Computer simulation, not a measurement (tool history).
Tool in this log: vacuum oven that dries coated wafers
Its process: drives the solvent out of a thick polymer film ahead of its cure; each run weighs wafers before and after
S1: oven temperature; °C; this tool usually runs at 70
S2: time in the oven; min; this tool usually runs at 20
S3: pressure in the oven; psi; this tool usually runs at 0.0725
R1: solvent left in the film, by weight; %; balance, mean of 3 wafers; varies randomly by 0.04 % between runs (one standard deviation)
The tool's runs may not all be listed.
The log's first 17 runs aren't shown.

| run | hour | S1 | S2 | S3 | R1 |
|---|---|---|---|---|---|
| 18 | 881.6 | 71 | 18 | 0.0996 | 4.01 |
| 19 | 911.4 | 77 | 18 | 0.0725 | 2.5 |
| 20 | 958.8 | 60 | 15 | 0.0864 | 7.46 |
| 21 | 1029.4 | 60 | 15 | 0.0864 | 7.43 |
| 22 | 1089.1 | 59 | 25 | 0.0782 | 6.05 |
| 23 | 1119.5 | 66 | 35 | 0.1652 | 3.35 |
| 24 | 1167.8 | 71 | 14 | 0.1031 | 4.96 |
| 25 | 1219.7 | 70 | 20 | 0.0602 | 3.77 |
| 26 | 1266.7 | 67 | 27 | 0.0725 | 3.57 |
| 27 | 1317.6 | 67 | 27 | 0.0725 | 3.67 |
| 28 | 1370.3 | 77 | 33 | 0.0725 | 1.19 |
|  | 1415.6 | oven's thermocouples calibrated |
| 29 | 1421.8 | 60 | 22 | 0.1342 | 6.4 |
| 30 | 1451.2 | 60 | 22 | 0.1342 | 6.46 |
| 31 | 1510.6 | 76 | 22 | 0.0468 | 2.08 |
| 32 | 1575.6 | 57 | 13 | 0.2495 | 9 |
| 33 | 1635.8 | 64 | 20 | 0.0725 | 5.55 |
| 34 | 1703.2 | 70 | 12 | 0.1826 | 6.09 |

Branching from run 34: 5 alternative next runs. What would each branch give?
| A | 1750.4 | 70 | 12 | 0.1906 | ? |
| B | 1750.4 | 70 | 12 | 0.0743 | ? |
| C | 1750.4 | 64 | 12 | 0.0956 | ? |
| D | 1750.4 | 57 | 29 | 0.0725 | ? |
| E | 1750.4 | 82 | 20 | 0.1495 | ? |

| run | R1 |
|---|---|
| A | 6.03 |
| B | 5.72 |
| C | 7.29 |
| D | 6.28 |
| E | 1.57 |
What these runs would have given with no unlogged condition in the tool:
| run | R1 |
|---|---|
| A | 5.48 |
| B | 5.17 |
| C | 6.72 |
| D | 5.37 |
| E | 1.1 |
